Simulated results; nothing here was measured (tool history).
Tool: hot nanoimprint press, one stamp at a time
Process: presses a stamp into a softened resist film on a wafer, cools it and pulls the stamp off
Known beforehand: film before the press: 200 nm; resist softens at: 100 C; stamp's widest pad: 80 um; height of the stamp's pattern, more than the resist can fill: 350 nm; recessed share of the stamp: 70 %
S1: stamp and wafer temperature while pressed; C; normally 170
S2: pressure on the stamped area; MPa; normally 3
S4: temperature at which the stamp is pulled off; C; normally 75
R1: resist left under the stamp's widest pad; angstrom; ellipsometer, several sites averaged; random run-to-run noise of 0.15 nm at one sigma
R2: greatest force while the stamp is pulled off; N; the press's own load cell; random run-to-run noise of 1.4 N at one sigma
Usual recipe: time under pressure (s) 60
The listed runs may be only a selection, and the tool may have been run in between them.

Run 1, hour 0: usual settings. Result: R1 930 angstrom, R2 167 N.
Run 2, hour 50.2: usual settings. Result: R1 929 angstrom, R2 168 N.
At hour 105.4: stamp cleaned and given a new release coat.
Run 3, hour 109.5: usual settings. Result: R1 928 angstrom, R2 152 N.
Run 4, hour 161.7: usual settings. Result: R1 930 angstrom, R2 153 N.
At hour 206.4: plate thermocouple calibrated.
Run 5, hour 251: usual settings. Result: R1 950 angstrom, R2 157 N.
Run 6, hour 308.6: usual settings. Result: R1 948 angstrom, R2 160 N.
Run 7, hour 360.9: usual settings but time under pressure (s) 85. Result: R1 847 angstrom, R2 162 N.
Run 8, hour 430.4: usual settings but S2 3.69 MPa. Result: R1 852 angstrom, R2 163 N.
Run 9, hour 513.4: usual settings but S2 3.69 MPa. Result: R1 848 angstrom, R2 168 N.
At hour 578.4: stamp cleaned and given a new release coat.
Run 10, hour 583.5: usual settings but S2 2.2 MPa, S4 64 C. Result: R1 1112 angstrom, R2 171 N.
Run 11, hour 636.1: usual settings but S2 2.18 MPa, time under pressure (s) 92, S4 64 C. Result: R1 978 angstrom, R2 173 N.
Run 12, hour 700.5: usual settings but S2 2.18 MPa, time under pressure (s) 92, S4 64 C. Result: R1 978 angstrom, R2 174 N.

Alternative continuations, all from the tool just after run 12; predict every row:
Run A, hour 779.5: usual settings but time under pressure (s) 45, S4 67 C. Result: R1 ?, R2 ?.
Run B, hour 779.5: usual settings but S2 2.18 MPa, time under pressure (s) 72, S4 64 C. Result: R1 ?, R2 ?.
Run C, hour 779.5: usual settings but S2 2.18 MPa, time under pressure (s) 85, S4 64 C. Result: R1 ?, R2 ?.
Run D, hour 779.5: usual settings but S1 174 C, S2 2.44 MPa, time under pressure (s) 92, S4 69 C. Result: R1 ?, R2 ?.
Run E, hour 779.5: usual settings but S2 2.18 MPa, time under pressure (s) 114, S4 64 C. Result: R1 ?, R2 ?.

run    R1   R2
  A  1032  173
  B  1057  177
  C  1003  178
  D   831  172
  E   913  180
Without the tool's hidden state the same runs would have given:
run    R1   R2
  A  1032  166
  B  1061  169
  C  1008  170
  D   833  164
  E   918  172
